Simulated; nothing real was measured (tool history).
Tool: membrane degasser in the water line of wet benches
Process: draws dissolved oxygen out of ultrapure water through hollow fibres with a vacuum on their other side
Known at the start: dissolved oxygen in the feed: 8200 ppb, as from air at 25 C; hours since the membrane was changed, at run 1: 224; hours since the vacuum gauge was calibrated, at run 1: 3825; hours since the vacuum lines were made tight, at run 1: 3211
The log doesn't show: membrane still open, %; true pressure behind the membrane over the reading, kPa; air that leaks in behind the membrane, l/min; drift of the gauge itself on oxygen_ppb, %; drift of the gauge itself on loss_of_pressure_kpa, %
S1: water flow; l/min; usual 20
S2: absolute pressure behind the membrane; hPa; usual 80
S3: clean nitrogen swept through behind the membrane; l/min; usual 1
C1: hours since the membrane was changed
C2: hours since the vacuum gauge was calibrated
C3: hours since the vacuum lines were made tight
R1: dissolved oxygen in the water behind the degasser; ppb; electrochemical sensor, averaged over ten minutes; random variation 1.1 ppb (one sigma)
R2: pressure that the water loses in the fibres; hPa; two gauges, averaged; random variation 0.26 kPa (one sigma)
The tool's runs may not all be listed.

Run 1, hour 0: usual settings; C1 224; C2 3825; C3 3211. Result: R1 229.9 ppb, R2 691.5 hPa.
Run 2, hour 54.6: usual settings; C1 279; C2 3880; C3 3266. Result: R1 233.8 ppb, R2 690.8 hPa.
Run 3, hour 124.2: usual settings; C1 348; C2 3949; C3 3336. Result: R1 234.1 ppb, R2 700.3 hPa.
Run 4, hour 207: usual settings; C1 431; C2 4032; C3 3418. Result: R1 231.1 ppb, R2 692.4 hPa.
Run 5, hour 282: usual settings; C1 506; C2 4107; C3 3493. Result: R1 230.1 ppb, R2 695.7 hPa.
Run 6, hour 381.8: usual settings; C1 606; C2 4207; C3 3593. Result: R1 231.1 ppb, R2 694.3 hPa.
At hour 457.1: vacuum gauge calibrated.
Run 7, hour 460.4: usual settings; C1 684; C2 3; C3 3671. Result: R1 234.3 ppb, R2 695.1 hPa.
Run 8, hour 548.5: usual settings; C1 772; C2 91; C3 3759. Result: R1 234.2 ppb, R2 696.9 hPa.
Run 9, hour 628.7: usual settings; C1 853; C2 172; C3 3840. Result: R1 237.9 ppb, R2 688.9 hPa.
Run 10, hour 693.1: usual settings; C1 917; C2 236; C3 3904. Result: R1 234.8 ppb, R2 693 hPa.
Run 11, hour 773.3: usual settings but S2 111.4 hPa; C1 997; C2 316; C3 3984. Result: R1 369.5 ppb, R2 696.5 hPa.
Run 12, hour 862: usual settings but S2 111.4 hPa; C1 1086; C2 405; C3 4073. Result: R1 368.6 ppb, R2 692.5 hPa.
Run 13, hour 978.5: usual settings but S1 27 l/min; C1 1202; C2 521; C3 4189. Result: R1 314.4 ppb, R2 938.8 hPa.
Run 14, hour 1046.9: usual settings but S1 27 l/min; C1 1271; C2 590; C3 4258. Result: R1 314.3 ppb, R2 934.9 hPa.
At hour 1066.1: vacuum gauge calibrated, once more.
Run 15, hour 1120.2: usual settings; C1 1344; C2 54; C3 4331. Result: R1 229.9 ppb, R2 696.6 hPa.
Run 16, hour 1169.7: usual settings; C1 1393; C2 104; C3 4380. Result: R1 228.2 ppb, R2 698 hPa.
Run 17, hour 1241.4: usual settings but S1 24 l/min, S2 54.1 hPa; C1 1465; C2 175; C3 4452. Result: R1 141.1 ppb, R2 839.1 hPa.
Run 18, hour 1319.1: usual settings but S1 24 l/min, S2 54.1 hPa; C1 1542; C2 253; C3 4530. Result: R1 140.3 ppb, R2 842 hPa.
At hour 1374.1: seals of the vacuum lines changed.
Run 19, hour 1394.8: usual settings but S1 12 l/min, S2 54.1 hPa, S3 2.89 l/min; C1 1616; C2 327; C3 21. Result: R1 26 ppb, R2 418.1 hPa.
Run 20, hour 1452.3: usual settings but S1 15 l/min, S2 125 hPa, S3 2.78 l/min; C1 1674; C2 384; C3 78. Result: R1 127.1 ppb, R2 522.4 hPa.

The next listed run, before its measurement:
Run 21, hour 1514.7: usual settings but S1 25 l/min, S2 48.4 hPa, S3 1.08 l/min; C1 1736; C2 447; C3 141. Result: R1 ?, R2 ?.

{"run 21": {"R1": 110.2, "R2": 873.3}}
Without the tool's hidden state the same run would have given R1 107.8 ppb, R2 866.2 hPa.
